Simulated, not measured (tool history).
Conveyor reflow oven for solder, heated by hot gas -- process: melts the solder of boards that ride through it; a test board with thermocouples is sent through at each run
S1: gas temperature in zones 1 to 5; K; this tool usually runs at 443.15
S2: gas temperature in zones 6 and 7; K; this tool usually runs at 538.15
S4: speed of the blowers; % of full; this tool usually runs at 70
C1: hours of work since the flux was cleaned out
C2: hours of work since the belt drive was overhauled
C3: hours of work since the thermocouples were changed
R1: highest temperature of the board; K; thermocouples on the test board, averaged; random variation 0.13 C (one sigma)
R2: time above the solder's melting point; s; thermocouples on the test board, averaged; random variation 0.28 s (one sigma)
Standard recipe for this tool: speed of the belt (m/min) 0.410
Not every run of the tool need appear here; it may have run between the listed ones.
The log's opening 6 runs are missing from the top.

{"run": 7, "hour": 47.0, "S1": 443.15, "S2": 538.15, "speed of the belt (m/min)": 0.41, "S4": 70, "C1": 24, "C2": 145, "C3": 22, "R1": 528.15, "R2": 80.4}
{"run": 8, "hour": 53.0, "S1": 443.15, "S2": 538.15, "speed of the belt (m/min)": 0.41, "S4": 70, "C1": 27, "C2": 148, "C3": 25, "R1": 528.25, "R2": 79.9}
{"hour": 58.6, "done": "flux residue cleaned out of gas plates and filters"}
{"run": 9, "hour": 64.9, "S1": 443.15, "S2": 538.15, "speed of the belt (m/min)": 0.41, "S4": 89, "C1": 3, "C2": 152, "C3": 29, "R1": 530.05, "R2": 82.0}
{"run": 10, "hour": 71.6, "S1": 443.15, "S2": 538.15, "speed of the belt (m/min)": 0.41, "S4": 89, "C1": 7, "C2": 155, "C3": 32, "R1": 530.25, "R2": 82.6}
{"run": 11, "hour": 76.8, "S1": 443.15, "S2": 537.15, "speed of the belt (m/min)": 0.41, "S4": 70, "C1": 10, "C2": 158, "C3": 35, "R1": 527.15, "R2": 79.1}
{"run": 12, "hour": 82.9, "S1": 443.15, "S2": 537.15, "speed of the belt (m/min)": 0.41, "S4": 70, "C1": 13, "C2": 161, "C3": 38, "R1": 527.25, "R2": 79.7}
{"run": 13, "hour": 92.9, "S1": 443.15, "S2": 537.15, "speed of the belt (m/min)": 0.41, "S4": 70, "C1": 18, "C2": 167, "C3": 44, "R1": 527.45, "R2": 79.7}
{"hour": 105.8, "done": "flux residue cleaned out of gas plates and filters, once more"}
{"run": 14, "hour": 108.8, "S1": 443.15, "S2": 538.15, "speed of the belt (m/min)": 0.41, "S4": 70, "C1": 2, "C2": 172, "C3": 49, "R1": 528.55, "R2": 80.6}
{"run": 15, "hour": 119.0, "S1": 443.15, "S2": 538.15, "speed of the belt (m/min)": 0.444, "S4": 70, "C1": 7, "C2": 178, "C3": 55, "R1": 526.65, "R2": 71.5}
{"run": 16, "hour": 128.0, "S1": 439.15, "S2": 538.15, "speed of the belt (m/min)": 0.41, "S4": 70, "C1": 12, "C2": 183, "C3": 60, "R1": 527.75, "R2": 78.4}
{"run": 17, "hour": 132.8, "S1": 443.15, "S2": 538.15, "speed of the belt (m/min)": 0.482, "S4": 70, "C1": 14, "C2": 185, "C3": 62, "R1": 524.05, "R2": 63.5}
{"run": 18, "hour": 142.0, "S1": 443.15, "S2": 538.15, "speed of the belt (m/min)": 0.41, "S4": 54, "C1": 19, "C2": 190, "C3": 67, "R1": 526.05, "R2": 77.7}
{"run": 19, "hour": 150.8, "S1": 443.15, "S2": 538.15, "speed of the belt (m/min)": 0.427, "S4": 70, "C1": 24, "C2": 195, "C3": 72, "R1": 527.25, "R2": 76.2}
{"run": 20, "hour": 159.7, "S1": 448.15, "S2": 529.15, "speed of the belt (m/min)": 0.341, "S4": 83, "C1": 29, "C2": 200, "C3": 76, "R1": 524.95, "R2": 99.8}
{"run": 21, "hour": 164.9, "S1": 456.15, "S2": 540.15, "speed of the belt (m/min)": 0.4, "S4": 83, "C1": 31, "C2": 202, "C3": 79, "R1": 533.45, "R2": 93.2}
{"run": 22, "hour": 174.7, "S1": 445.15, "S2": 548.15, "speed of the belt (m/min)": 0.41, "S4": 68, "C1": 37, "C2": 208, "C3": 84, "R1": 537.85, "R2": 88.4}
{"run": 23, "hour": 183.2, "S1": 441.15, "S2": 538.15, "speed of the belt (m/min)": 0.456, "S4": 57, "C1": 41, "C2": 212, "C3": 89, "R1": 523.25, "R2": 65.4}
{"run": 24, "hour": 191.7, "S1": 449.15, "S2": 538.15, "speed of the belt (m/min)": 0.456, "S4": 57, "C1": 46, "C2": 217, "C3": 93, "R1": 524.45, "R2": 70.0}
{"run": 25, "hour": 200.5, "S1": 449.15, "S2": 538.15, "speed of the belt (m/min)": 0.456, "S4": 57, "C1": 50, "C2": 221, "C3": 98, "R1": 524.75, "R2": 69.8}
{"run": 26, "hour": 205.5, "S1": 455.15, "S2": 534.15, "speed of the belt (m/min)": 0.456, "S4": 80, "C1": 53, "C2": 224, "C3": 101, "R1": 524.85, "R2": 74.5}
{"run": 27, "hour": 212.0, "S1": 442.15, "S2": 526.15, "speed of the belt (m/min)": 0.404, "S4": 75, "C1": 57, "C2": 227, "C3": 104, "R1": 517.95, "R2": 72.5}
{"run": 28, "hour": 216.3, "S1": 442.15, "S2": 531.15, "speed of the belt (m/min)": 0.404, "S4": 75, "C1": 59, "C2": 230, "C3": 107, "R1": 522.75, "R2": 77.6}
{"run": 29, "hour": 223.2, "S1": 431.15, "S2": 536.15, "speed of the belt (m/min)": 0.411, "S4": 52, "C1": 62, "C2": 233, "C3": 110, "R1": 522.05, "R2": 68.2}
{"run": 30, "hour": 228.2, "S1": 428.15, "S2": 526.15, "speed of the belt (m/min)": 0.412, "S4": 79, "C1": 65, "C2": 236, "C3": 113, "R1": 516.55, "R2": 63.1}

Alternative continuations, all from the tool just after run 30; predict every row:
{"run": "A", "hour": 234.3, "S1": 428.15, "S2": 526.15, "speed of the belt (m/min)": 0.465, "S4": 60, "C1": 68, "C2": 239, "C3": 116, "R1": "?", "R2": "?"}
{"run": "B", "hour": 234.3, "S1": 428.15, "S2": 536.15, "speed of the belt (m/min)": 0.343, "S4": 51, "C1": 68, "C2": 239, "C3": 116, "R1": "?", "R2": "?"}
{"run": "C", "hour": 234.3, "S1": 442.15, "S2": 546.15, "speed of the belt (m/min)": 0.412, "S4": 79, "C1": 68, "C2": 239, "C3": 116, "R1": "?", "R2": "?"}

run=A R1=510.05 R2=44.6
run=B R1=526.45 R2=88.9
run=C R1=537.05 R2=86.6
The same runs, with their run-to-run variation unchanged, on a tool lacking any hidden condition would have given:
run=A R1=509.65 R2=43.7
run=B R1=525.95 R2=87.9
run=C R1=536.55 R2=85.9

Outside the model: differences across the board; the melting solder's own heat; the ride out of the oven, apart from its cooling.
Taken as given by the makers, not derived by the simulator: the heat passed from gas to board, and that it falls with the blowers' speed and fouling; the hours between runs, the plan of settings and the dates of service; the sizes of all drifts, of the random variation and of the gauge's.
